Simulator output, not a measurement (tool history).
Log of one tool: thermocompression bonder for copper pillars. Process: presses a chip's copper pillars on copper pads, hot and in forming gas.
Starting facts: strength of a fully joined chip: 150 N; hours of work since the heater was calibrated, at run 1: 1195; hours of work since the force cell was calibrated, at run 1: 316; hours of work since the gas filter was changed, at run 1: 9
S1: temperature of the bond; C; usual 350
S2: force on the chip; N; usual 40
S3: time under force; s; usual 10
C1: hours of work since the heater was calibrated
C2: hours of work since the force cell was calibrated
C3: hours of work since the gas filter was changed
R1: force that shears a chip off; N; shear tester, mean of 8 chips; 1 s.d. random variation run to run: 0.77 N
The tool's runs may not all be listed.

run	hour	S1	S2	S3	C1	C2	C3	R1
1	0	350	40	10	1195	316	9	68.8
2	40.3	350	26	10	1216	337	30	53.6
3	93.5	350	26	10	1243	365	58	52.1
4	149.4	350	40	10	1272	394	87	67.8
5	190.8	350	40	10	1294	415	108	67.5
6	224.7	350	40	10	1311	433	126	67.8
7	251.8	350	40	10	1325	447	140	67.3
8	281	350	40	10	1340	462	155	67.5
9	316.4	350	40	10	1359	480	173	68.9
10	353.7	350	36	10	1378	500	193	64
11	395.3	350	58	10	1400	521	214	81.9
# hour 426.3: heater calibrated with a thermocouple chip
12	459.9	350	58	8	17	554	247	67.7
13	488.5	350	44	10	32	568	261	62.9
14	527.5	350	44	10	53	589	282	63.8
15	572.9	350	44	10	76	612	305	63.2
# hour 579.6: force cell calibrated
16	631.2	350	44	10	106	27	335	65.1
17	667.6	350	44	10	124	46	354	65.2
18	728.2	350	44	10	156	77	385	64.9
19	774.5	350	44	10	180	101	409	64.9
# hour 786.8: forming gas filter changed
# hour 790.9: force cell calibrated, once more
20	822.5	350	44	10	204	16	18	62.8
21	862.1	350	24	16	224	37	38	53.6
22	912.4	350	32	7	250	63	64	45.2
23	970.2	361	40	10	280	93	94	69.1
24	1024.9	350	31	10	309	121	123	52
25	1051	355	32	12	322	135	136	60.9
26	1087.2	355	32	12	341	154	155	59.5
27	1127.7	350	54	11	362	175	176	72.1
28	1189.2	344	49	10	394	207	208	63.6
29	1223.1	332	57	18	411	224	225	74.6
30	1251.7	320	37	9	426	239	240	36.4
31	1289.2	344	37	24	446	258	260	75.4
32	1351.4	336	40	15	478	291	292	59.4
33	1407.2	367	32	10	507	320	321	64.8
34	1433.9	367	32	10	521	334	335	66
35	1460.5	347	31	9	535	347	349	48
36	1490.7	362	30	7	550	363	364	50.9
37	1540.9	379	30	14	576	389	390	81
# hour 1591.7: forming gas filter changed
38	1596.2	375	39	6	605	417	2	68.9
39	1630.7	350	33	10	623	435	20	57.4

Here are 4 independent what-if runs from the current tool condition. What would each one return?
A	1670	345	42	5	643	456	41	?
B	1670	324	53	10	643	456	41	?
C	1670	358	25	12	643	456	41	?
D	1670	350	43	10	643	456	41	?

run	R1
A	46.7
B	53.2
C	55.7
D	66.9
Had the tool no hidden state, the same runs would have come out as:
run	R1
A	43
B	49
C	51.6
D	62.2
